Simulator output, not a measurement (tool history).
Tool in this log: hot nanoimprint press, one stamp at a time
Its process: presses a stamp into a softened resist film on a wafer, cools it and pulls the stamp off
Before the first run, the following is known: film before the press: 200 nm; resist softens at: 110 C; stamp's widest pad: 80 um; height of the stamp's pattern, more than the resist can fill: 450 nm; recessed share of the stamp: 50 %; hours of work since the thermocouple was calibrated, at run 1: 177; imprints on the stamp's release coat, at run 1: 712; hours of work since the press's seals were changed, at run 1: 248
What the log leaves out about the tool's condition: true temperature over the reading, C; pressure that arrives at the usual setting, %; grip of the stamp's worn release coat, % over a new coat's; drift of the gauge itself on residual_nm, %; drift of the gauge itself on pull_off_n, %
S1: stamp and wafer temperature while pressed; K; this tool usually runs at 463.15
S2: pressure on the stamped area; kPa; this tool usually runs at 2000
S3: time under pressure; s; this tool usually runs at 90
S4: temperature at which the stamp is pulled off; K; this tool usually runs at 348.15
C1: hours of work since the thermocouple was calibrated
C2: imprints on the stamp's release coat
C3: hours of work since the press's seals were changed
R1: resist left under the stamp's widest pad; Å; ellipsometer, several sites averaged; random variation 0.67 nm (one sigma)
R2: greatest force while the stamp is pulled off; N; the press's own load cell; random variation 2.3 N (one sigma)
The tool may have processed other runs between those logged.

| run | hour | S1 | S2 | S3 | S4 | C1 | C2 | C3 | R1 | R2 |
|---|---|---|---|---|---|---|---|---|---|---|
| 1 | 0.0 | 463.15 | 2000 | 90 | 348.15 | 177 | 712 | 248 | 738 | 101 |
| 2 | 7.6 | 463.15 | 2000 | 90 | 348.15 | 183 | 730 | 254 | 744 | 104 |
| 3 | 17.7 | 463.15 | 2000 | 90 | 348.15 | 191 | 755 | 262 | 739 | 103 |
| 4 | 26.4 | 463.15 | 2000 | 90 | 348.15 | 198 | 775 | 269 | 744 | 101 |
| 5 | 35.0 | 463.15 | 2000 | 90 | 348.15 | 205 | 796 | 276 | 731 | 107 |
| 6 | 41.1 | 463.15 | 2000 | 90 | 348.15 | 209 | 810 | 280 | 735 | 102 |
| 7 | 47.2 | 463.15 | 2000 | 90 | 348.15 | 214 | 825 | 285 | 741 | 103 |
| 8 | 58.1 | 463.15 | 2000 | 90 | 348.15 | 223 | 851 | 294 | 746 | 100 |
| 9 | 68.5 | 463.15 | 2000 | 90 | 348.15 | 231 | 876 | 302 | 743 | 102 |
| 10 | 79.4 | 463.15 | 2000 | 90 | 348.15 | 240 | 902 | 311 | 729 | 107 |
| 11 | 85.1 | 463.15 | 2000 | 90 | 348.15 | 244 | 915 | 315 | 741 | 104 |
| 12 | 91.3 | 463.15 | 2000 | 90 | 348.15 | 249 | 930 | 320 | 739 | 100 |
| 13 | 100.1 | 463.15 | 2000 | 90 | 348.15 | 256 | 951 | 327 | 734 | 106 |
| 14 | 109.7 | 463.15 | 2000 | 90 | 348.15 | 264 | 974 | 335 | 740 | 105 |
| 15 | 115.4 | 463.15 | 2000 | 90 | 348.15 | 268 | 988 | 339 | 737 | 107 |
| 16 | 125.3 | 453.15 | 1540 | 127 | 333.15 | 276 | 1011 | 347 | 1141 | 111 |
| 17 | 133.2 | 453.15 | 1540 | 127 | 333.15 | 283 | 1030 | 354 | 1115 | 112 |
| 18 | 140.0 | 464.15 | 2210 | 45 | 349.15 | 288 | 1046 | 359 | 899 | 103 |
| 19 | 147.7 | 468.15 | 2760 | 45 | 349.15 | 294 | 1065 | 365 | 697 | 101 |
| 20 | 155.8 | 453.15 | 2000 | 90 | 348.15 | 300 | 1084 | 371 | 1131 | 106 |
| 21 | 162.3 | 453.15 | 2000 | 90 | 348.15 | 306 | 1100 | 377 | 1139 | 109 |
| 22 | 167.3 | 464.15 | 2100 | 108 | 351.15 | 310 | 1112 | 381 | 632 | 104 |
| 23 | 172.1 | 464.15 | 2100 | 108 | 351.15 | 313 | 1123 | 384 | 644 | 105 |
| 24 | 180.4 | 464.15 | 1220 | 108 | 351.15 | 320 | 1143 | 391 | 822 | 103 |
| 25 | 186.8 | 463.15 | 2090 | 108 | 351.15 | 325 | 1158 | 396 | 667 | 98 |
| 26 | 195.3 | 474.15 | 2990 | 64 | 338.15 | 332 | 1178 | 403 | 450 | 112 |
| 27 | 202.3 | 474.15 | 2990 | 64 | 338.15 | 337 | 1195 | 408 | 444 | 111 |
| 28 | 208.6 | 474.15 | 2200 | 119 | 339.15 | 342 | 1210 | 413 | 390 | 111 |
| 29 | 219.5 | 453.15 | 2000 | 49 | 348.15 | 351 | 1236 | 422 | 1358 | 105 |

4 options for the next run, each taken on its own from the tool as it stands now. Forecast them:
| A | 230.2 | 463.15 | 3190 | 90 | 335.15 | 359 | 1262 | 430 | ? | ? |
| B | 230.2 | 453.15 | 2580 | 49 | 345.15 | 359 | 1262 | 430 | ? | ? |
| C | 230.2 | 453.15 | 1390 | 49 | 348.15 | 359 | 1262 | 430 | ? | ? |
| D | 230.2 | 457.15 | 2000 | 92 | 354.15 | 359 | 1262 | 430 | ? | ? |

| run | R1 | R2 |
|---|---|---|
| A | 585 | 114 |
| B | 1275 | 107 |
| C | 1494 | 104 |
| D | 959 | 103 |
With no hidden state in the tool, these same runs would have given:
| run | R1 | R2 |
|---|---|---|
| A | 584 | 114 |
| B | 1273 | 107 |
| C | 1493 | 103 |
| D | 958 | 102 |
